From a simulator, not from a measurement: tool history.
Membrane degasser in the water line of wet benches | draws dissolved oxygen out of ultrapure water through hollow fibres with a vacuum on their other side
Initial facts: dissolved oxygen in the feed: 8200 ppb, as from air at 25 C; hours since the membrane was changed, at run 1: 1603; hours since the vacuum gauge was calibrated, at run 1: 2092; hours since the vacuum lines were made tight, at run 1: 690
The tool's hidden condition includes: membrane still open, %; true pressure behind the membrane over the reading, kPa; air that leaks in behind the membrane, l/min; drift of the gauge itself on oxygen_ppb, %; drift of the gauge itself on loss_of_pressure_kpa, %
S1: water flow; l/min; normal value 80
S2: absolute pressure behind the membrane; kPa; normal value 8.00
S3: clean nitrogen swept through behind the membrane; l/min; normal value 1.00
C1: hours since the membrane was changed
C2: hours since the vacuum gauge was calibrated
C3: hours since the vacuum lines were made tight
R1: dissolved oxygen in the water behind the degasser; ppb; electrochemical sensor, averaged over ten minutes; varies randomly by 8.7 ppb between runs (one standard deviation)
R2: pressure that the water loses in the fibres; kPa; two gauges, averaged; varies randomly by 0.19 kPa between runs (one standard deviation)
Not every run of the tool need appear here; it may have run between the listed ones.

{"run": 1, "hour": 0.0, "S1": 80, "S2": 8.0, "S3": 1.0, "C1": 1603, "C2": 2092, "C3": 690, "R1": 868.7, "R2": 36.04}
{"run": 2, "hour": 41.3, "S1": 80, "S2": 8.0, "S3": 1.0, "C1": 1645, "C2": 2133, "C3": 732, "R1": 862.3, "R2": 36.15}
{"run": 3, "hour": 71.6, "S1": 80, "S2": 8.0, "S3": 2.66, "C1": 1675, "C2": 2164, "C3": 762, "R1": 576.8, "R2": 36.0}
{"run": 4, "hour": 114.2, "S1": 52, "S2": 8.0, "S3": 1.0, "C1": 1717, "C2": 2206, "C3": 805, "R1": 508.0, "R2": 23.79}
{"run": 5, "hour": 169.7, "S1": 80, "S2": 8.0, "S3": 1.0, "C1": 1773, "C2": 2262, "C3": 860, "R1": 893.5, "R2": 36.19}
{"run": 6, "hour": 223.4, "S1": 80, "S2": 8.0, "S3": 1.0, "C1": 1827, "C2": 2316, "C3": 914, "R1": 874.1, "R2": 36.11}
{"run": 7, "hour": 256.7, "S1": 80, "S2": 8.0, "S3": 1.0, "C1": 1860, "C2": 2349, "C3": 947, "R1": 864.1, "R2": 35.92}
{"run": 8, "hour": 313.8, "S1": 80, "S2": 8.0, "S3": 1.0, "C1": 1917, "C2": 2406, "C3": 1004, "R1": 871.2, "R2": 36.12}
{"run": 9, "hour": 360.2, "S1": 80, "S2": 8.0, "S3": 1.0, "C1": 1964, "C2": 2452, "C3": 1051, "R1": 857.6, "R2": 36.38}
{"run": 10, "hour": 403.1, "S1": 80, "S2": 8.0, "S3": 1.0, "C1": 2006, "C2": 2495, "C3": 1093, "R1": 873.9, "R2": 36.22}
{"run": 11, "hour": 448.9, "S1": 80, "S2": 6.68, "S3": 1.0, "C1": 2052, "C2": 2541, "C3": 1139, "R1": 709.7, "R2": 36.22}
{"run": 12, "hour": 509.9, "S1": 80, "S2": 8.0, "S3": 1.0, "C1": 2113, "C2": 2602, "C3": 1200, "R1": 864.9, "R2": 35.99}
{"run": 13, "hour": 560.2, "S1": 80, "S2": 14.57, "S3": 1.0, "C1": 2163, "C2": 2652, "C3": 1251, "R1": 1555.5, "R2": 36.11}
{"run": 14, "hour": 612.8, "S1": 80, "S2": 14.57, "S3": 1.0, "C1": 2216, "C2": 2705, "C3": 1303, "R1": 1599.0, "R2": 36.33}
{"run": 15, "hour": 674.0, "S1": 80, "S2": 14.57, "S3": 0.45, "C1": 2277, "C2": 2766, "C3": 1364, "R1": 2265.2, "R2": 36.12}
{"run": 16, "hour": 734.2, "S1": 60, "S2": 13.8, "S3": 2.26, "C1": 2337, "C2": 2826, "C3": 1425, "R1": 660.5, "R2": 27.14}
{"run": 17, "hour": 760.5, "S1": 57, "S2": 9.11, "S3": 1.8, "C1": 2364, "C2": 2853, "C3": 1451, "R1": 454.6, "R2": 25.83}
{"run": 18, "hour": 812.2, "S1": 64, "S2": 19.19, "S3": 1.8, "C1": 2416, "C2": 2904, "C3": 1503, "R1": 1180.2, "R2": 28.97}
{"run": 19, "hour": 853.3, "S1": 91, "S2": 16.66, "S3": 0.87, "C1": 2457, "C2": 2945, "C3": 1544, "R1": 2059.1, "R2": 41.29}
{"run": 20, "hour": 911.7, "S1": 109, "S2": 12.64, "S3": 1.35, "C1": 2515, "C2": 3004, "C3": 1602, "R1": 1664.7, "R2": 49.28}
{"run": 21, "hour": 973.1, "S1": 86, "S2": 8.1, "S3": 2.32, "C1": 2576, "C2": 3065, "C3": 1663, "R1": 694.4, "R2": 39.11}
{"run": 22, "hour": 1034.4, "S1": 85, "S2": 7.08, "S3": 2.32, "C1": 2638, "C2": 3127, "C3": 1725, "R1": 628.5, "R2": 38.53}
{"run": 23, "hour": 1079.2, "S1": 73, "S2": 9.22, "S3": 1.0, "C1": 2682, "C2": 3171, "C3": 1770, "R1": 901.1, "R2": 33.02}
{"run": 24, "hour": 1110.2, "S1": 73, "S2": 9.22, "S3": 1.0, "C1": 2713, "C2": 3202, "C3": 1801, "R1": 894.4, "R2": 33.08}
{"run": 25, "hour": 1135.8, "S1": 53, "S2": 6.9, "S3": 1.15, "C1": 2739, "C2": 3228, "C3": 1826, "R1": 384.2, "R2": 24.4}
{"run": 26, "hour": 1189.6, "S1": 53, "S2": 6.9, "S3": 1.15, "C1": 2793, "C2": 3282, "C3": 1880, "R1": 387.0, "R2": 23.99}
{"run": 27, "hour": 1250.1, "S1": 80, "S2": 6.94, "S3": 0.87, "C1": 2853, "C2": 3342, "C3": 1941, "R1": 790.3, "R2": 35.71}
{"run": 28, "hour": 1301.8, "S1": 57, "S2": 18.55, "S3": 1.0, "C1": 2905, "C2": 3394, "C3": 1992, "R1": 1475.2, "R2": 25.6}
{"run": 29, "hour": 1342.0, "S1": 57, "S2": 18.55, "S3": 1.0, "C1": 2945, "C2": 3434, "C3": 2032, "R1": 1473.6, "R2": 26.01}
{"run": 30, "hour": 1398.4, "S1": 57, "S2": 18.55, "S3": 0.74, "C1": 3002, "C2": 3491, "C3": 2089, "R1": 1784.1, "R2": 26.04}

What if the next run were any one of these 3? Each begins from the tool's condition after run 30:
{"run": "A", "hour": 1448.3, "S1": 65, "S2": 9.52, "S3": 1.64, "C1": 3052, "C2": 3540, "C3": 2139, "R1": "?", "R2": "?"}
{"run": "B", "hour": 1448.3, "S1": 102, "S2": 5.83, "S3": 0.74, "C1": 3052, "C2": 3540, "C3": 2139, "R1": "?", "R2": "?"}
{"run": "C", "hour": 1448.3, "S1": 94, "S2": 12.04, "S3": 0.74, "C1": 3052, "C2": 3540, "C3": 2139, "R1": "?", "R2": "?"}

run=A R1=621.4 R2=29.19
run=B R1=999.6 R2=46.21
run=C R1=1771.4 R2=42.10
Stripped of hidden state, with their random variation kept, the same runs would have yielded:
run=A R1=620.6 R2=29.16
run=B R1=997.6 R2=46.17
run=C R1=1769.9 R2=42.07
